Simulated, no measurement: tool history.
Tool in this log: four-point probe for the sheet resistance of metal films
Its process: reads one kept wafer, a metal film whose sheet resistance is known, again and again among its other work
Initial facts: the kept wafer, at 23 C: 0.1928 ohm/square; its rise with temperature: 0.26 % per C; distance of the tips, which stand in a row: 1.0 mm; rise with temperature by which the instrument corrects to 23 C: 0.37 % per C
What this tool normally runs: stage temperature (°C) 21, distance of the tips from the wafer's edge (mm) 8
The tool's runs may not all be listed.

| run | hour | stage temperature (°C) | distance of the tips from the wafer's edge (mm) | sheet resistance as the instrument gives it (ohm/square) |
|---|---|---|---|---|
| 1 | 0 | 21 | 8 | 0.195005 |
| 2 | 15.1 | 21 | 8 | 0.195059 |
| 3 | 22.7 | 21 | 8 | 0.195042 |
| 4 | 36.4 | 21 | 8 | 0.195023 |
| 5 | 52.2 | 30 | 8 | 0.193277 |
| 6 | 64.2 | 21 | 8 | 0.195074 |
| 7 | 77.2 | 21 | 8 | 0.195026 |
| 8 | 92.1 | 22 | 8 | 0.194878 |
| 9 | 100.4 | 22 | 8 | 0.194901 |
| 10 | 115.2 | 22 | 8 | 0.194866 |
| 11 | 123 | 22 | 8 | 0.194867 |
| 12 | 131.9 | 21 | 7 | 0.19555 |
| 13 | 140.5 | 21 | 7 | 0.195598 |
| 14 | 154.3 | 21 | 7 | 0.195494 |
|  | 156.1 | stage's thermometer calibrated |
| 15 | 169.7 | 33 | 7 | 0.193201 |
| 16 | 181.9 | 26 | 8 | 0.194092 |
| 17 | 193.5 | 26 | 49 | 0.192559 |
|  | 197.1 | stage's thermometer calibrated, once more |
| 18 | 203.8 | 27 | 28 | 0.192438 |
| 19 | 215.3 | 24 | 28 | 0.192979 |
| 20 | 223.6 | 24 | 28 | 0.192983 |

Table of differences, measured result less the result of that run with no hidden state. Run-to-run variation is the same in both. Gauge scatter possibly is not:
Hidden conditions of the tool in this case: inner tips' distance over the nominal, %; tips' flats over new ones', %; wafer's true temperature over the reading, C; drift of the gauge itself on sheet_ohm, %.
| run | sheet resistance as the instrument gives it (ohm/square) |
|---|---|
| 1 | +0.000202 |
| 2 | +0.000207 |
| 3 | +0.00021 |
| 4 | +0.000214 |
| 5 | +0.000217 |
| 6 | +0.000223 |
| 7 | +0.000228 |
| 8 | +0.000232 |
| 9 | +0.000236 |
| 10 | +0.000241 |
| 11 | +0.000243 |
| 12 | +0.000247 |
| 13 | +0.00025 |
| 14 | +0.000255 |
| 15 | +0.000274 |
| 16 | +0.00028 |
| 17 | +0.000282 |
| 18 | +0.00025 |
| 19 | +0.000256 |
| 20 | +0.000258 |
